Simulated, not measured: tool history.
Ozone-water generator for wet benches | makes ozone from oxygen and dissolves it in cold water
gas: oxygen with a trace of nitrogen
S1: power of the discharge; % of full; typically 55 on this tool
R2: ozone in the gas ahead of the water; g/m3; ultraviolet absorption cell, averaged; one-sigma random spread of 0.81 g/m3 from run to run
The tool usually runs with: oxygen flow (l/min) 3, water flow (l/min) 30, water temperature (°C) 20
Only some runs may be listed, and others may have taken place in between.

{"run": 1, "hour": 0.0, "S1": 55, "oxygen flow (l/min)": 3, "water flow (l/min)": 30, "water temperature (°C)": 20, "dissolved ozone (ppm)": 8, "R2": 128.7}
{"run": 2, "hour": 44.2, "S1": 86, "oxygen flow (l/min)": 3, "water flow (l/min)": 30, "water temperature (°C)": 20, "dissolved ozone (ppm)": 10.3, "R2": 164.9}
{"run": 3, "hour": 93.0, "S1": 86, "oxygen flow (l/min)": 3, "water flow (l/min)": 30, "water temperature (°C)": 20, "dissolved ozone (ppm)": 10.4, "R2": 165}
{"run": 4, "hour": 137.5, "S1": 55, "oxygen flow (l/min)": 3, "water flow (l/min)": 30, "water temperature (°C)": 20, "dissolved ozone (ppm)": 7.8, "R2": 128.6}
{"run": 5, "hour": 179.0, "S1": 55, "oxygen flow (l/min)": 3, "water flow (l/min)": 30, "water temperature (°C)": 20, "dissolved ozone (ppm)": 7.9, "R2": 127.3}
{"run": 6, "hour": 237.3, "S1": 55, "oxygen flow (l/min)": 3, "water flow (l/min)": 30, "water temperature (°C)": 20, "dissolved ozone (ppm)": 7.7, "R2": 127.3}
{"run": 7, "hour": 267.4, "S1": 55, "oxygen flow (l/min)": 3, "water flow (l/min)": 30, "water temperature (°C)": 20, "dissolved ozone (ppm)": 8.1, "R2": 127.6}
{"run": 8, "hour": 294.2, "S1": 55, "oxygen flow (l/min)": 3, "water flow (l/min)": 30, "water temperature (°C)": 20, "dissolved ozone (ppm)": 7.9, "R2": 127.1}
{"run": 9, "hour": 335.9, "S1": 55, "oxygen flow (l/min)": 3, "water flow (l/min)": 30, "water temperature (°C)": 15, "dissolved ozone (ppm)": 8.4, "R2": 129.3}
{"run": 10, "hour": 381.1, "S1": 55, "oxygen flow (l/min)": 5.03, "water flow (l/min)": 30, "water temperature (°C)": 15, "dissolved ozone (ppm)": 9.3, "R2": 97.5}
{"run": 11, "hour": 437.6, "S1": 55, "oxygen flow (l/min)": 3, "water flow (l/min)": 30, "water temperature (°C)": 20, "dissolved ozone (ppm)": 8.1, "R2": 127.1}
{"run": 12, "hour": 467.0, "S1": 55, "oxygen flow (l/min)": 3, "water flow (l/min)": 30, "water temperature (°C)": 20, "dissolved ozone (ppm)": 7.9, "R2": 126.4}
{"run": 13, "hour": 520.4, "S1": 55, "oxygen flow (l/min)": 3, "water flow (l/min)": 40, "water temperature (°C)": 14, "dissolved ozone (ppm)": 6.2, "R2": 127.8}
{"run": 14, "hour": 580.8, "S1": 46, "oxygen flow (l/min)": 1.89, "water flow (l/min)": 40, "water temperature (°C)": 18, "dissolved ozone (ppm)": 4.7, "R2": 146.9}
{"run": 15, "hour": 609.5, "S1": 43, "oxygen flow (l/min)": 2.08, "water flow (l/min)": 38, "water temperature (°C)": 18, "dissolved ozone (ppm)": 4.8, "R2": 135.2}
{"run": 16, "hour": 670.3, "S1": 49, "oxygen flow (l/min)": 4.9, "water flow (l/min)": 34, "water temperature (°C)": 15, "dissolved ozone (ppm)": 7.7, "R2": 93.2}
{"run": 17, "hour": 726.5, "S1": 67, "oxygen flow (l/min)": 3, "water flow (l/min)": 27, "water temperature (°C)": 20, "dissolved ozone (ppm)": 9.8, "R2": 143.3}
{"run": 18, "hour": 755.8, "S1": 67, "oxygen flow (l/min)": 1.85, "water flow (l/min)": 24, "water temperature (°C)": 20, "dissolved ozone (ppm)": 9.8, "R2": 183.8}
{"run": 19, "hour": 806.0, "S1": 93, "oxygen flow (l/min)": 3, "water flow (l/min)": 30, "water temperature (°C)": 20, "dissolved ozone (ppm)": 10.6, "R2": 174.3}
{"run": 20, "hour": 854.5, "S1": 93, "oxygen flow (l/min)": 3, "water flow (l/min)": 30, "water temperature (°C)": 20, "dissolved ozone (ppm)": 10.9, "R2": 174.3}
{"run": 21, "hour": 892.2, "S1": 93, "oxygen flow (l/min)": 2.3, "water flow (l/min)": 43, "water temperature (°C)": 17, "dissolved ozone (ppm)": 7.1, "R2": 198.5}
{"run": 22, "hour": 926.0, "S1": 67, "oxygen flow (l/min)": 2.01, "water flow (l/min)": 20, "water temperature (°C)": 20, "dissolved ozone (ppm)": 11.9, "R2": 177.7}
{"run": 23, "hour": 954.2, "S1": 67, "oxygen flow (l/min)": 4.21, "water flow (l/min)": 20, "water temperature (°C)": 20, "dissolved ozone (ppm)": 13.1, "R2": 118.7}

What if the next run were any one of these 5? Each begins from the tool's condition after run 23:
{"run": "A", "hour": 980.2, "S1": 77, "oxygen flow (l/min)": 4.75, "water flow (l/min)": 21, "water temperature (°C)": 20, "dissolved ozone (ppm)": "?", "R2": "?"}
{"run": "B", "hour": 980.2, "S1": 88, "oxygen flow (l/min)": 2.3, "water flow (l/min)": 30, "water temperature (°C)": 20, "dissolved ozone (ppm)": "?", "R2": "?"}
{"run": "C", "hour": 980.2, "S1": 67, "oxygen flow (l/min)": 4.21, "water flow (l/min)": 35, "water temperature (°C)": 20, "dissolved ozone (ppm)": "?", "R2": "?"}
{"run": "D", "hour": 980.2, "S1": 87, "oxygen flow (l/min)": 4.21, "water flow (l/min)": 20, "water temperature (°C)": 20, "dissolved ozone (ppm)": "?", "R2": "?"}
{"run": "E", "hour": 980.2, "S1": 58, "oxygen flow (l/min)": 3, "water flow (l/min)": 30, "water temperature (°C)": 20, "dissolved ozone (ppm)": "?", "R2": "?"}

run=A dissolved_ozone_(ppm)=14 R2=123.3
run=B dissolved_ozone_(ppm)=9.7 R2=192.2
run=C dissolved_ozone_(ppm)=8.3 R2=118.9
run=D dissolved_ozone_(ppm)=15.5 R2=139
run=E dissolved_ozone_(ppm)=8.2 R2=132.5
With no hidden state in the tool, these same runs would have given:
run=A dissolved_ozone_(ppm)=14 R2=123.4
run=B dissolved_ozone_(ppm)=9.7 R2=192.4
run=C dissolved_ozone_(ppm)=8.3 R2=119
run=D dissolved_ozone_(ppm)=15.5 R2=139.1
run=E dissolved_ozone_(ppm)=8.2 R2=132.5

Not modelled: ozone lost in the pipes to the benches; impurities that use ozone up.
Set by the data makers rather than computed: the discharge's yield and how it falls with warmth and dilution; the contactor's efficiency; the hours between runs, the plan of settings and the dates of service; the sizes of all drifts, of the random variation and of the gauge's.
